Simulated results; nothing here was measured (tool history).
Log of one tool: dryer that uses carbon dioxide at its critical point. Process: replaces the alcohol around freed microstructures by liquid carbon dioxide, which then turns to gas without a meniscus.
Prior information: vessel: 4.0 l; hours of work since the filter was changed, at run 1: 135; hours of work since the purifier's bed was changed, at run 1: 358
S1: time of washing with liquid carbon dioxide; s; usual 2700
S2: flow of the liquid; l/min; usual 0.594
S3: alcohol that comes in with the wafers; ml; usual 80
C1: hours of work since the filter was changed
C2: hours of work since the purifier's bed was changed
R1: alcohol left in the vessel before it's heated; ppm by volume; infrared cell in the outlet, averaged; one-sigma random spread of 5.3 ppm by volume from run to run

run	hour	S1	S2	S3	C1	C2	R1
1	0	2700	0.594	80	135	358	162
2	10.9	2700	0.594	45	141	364	119
3	24.8	2700	0.594	45	150	373	117
4	37.4	2700	0.594	80	158	381	180
5	45.9	2700	0.594	80	163	386	181
6	52.8	2700	0.525	80	167	390	269
7	64.2	2700	0.525	80	174	397	267
8	71.6	2700	0.525	80	179	402	279
9	78.7	2700	0.525	80	183	406	273
10	90.3	2700	0.525	80	190	413	259
11	104.6	2700	0.525	80	199	422	276
12	114.9	2700	0.525	80	205	428	287
13	125.5	2940	0.635	25	212	435	67
14	136.9	3420	0.377	25	219	442	171
15	143.7	3420	0.377	25	223	446	159
16	153.1	3420	0.377	25	229	452	174
17	167	3420	0.377	25	237	460	165
18	180.1	2400	0.377	50	245	468	799
19	187.3	3180	0.377	100	250	473	650

Alternative continuations, all from the tool just after run 19; predict every row:
A	194.5	3180	0.377	30	254	477	?
B	194.5	2940	0.515	33	254	477	?
C	194.5	3900	0.377	100	254	477	?

run	R1
A	231
B	141
C	306
With no hidden state in the tool, these same runs would have given:
run	R1
A	150
B	72
C	208
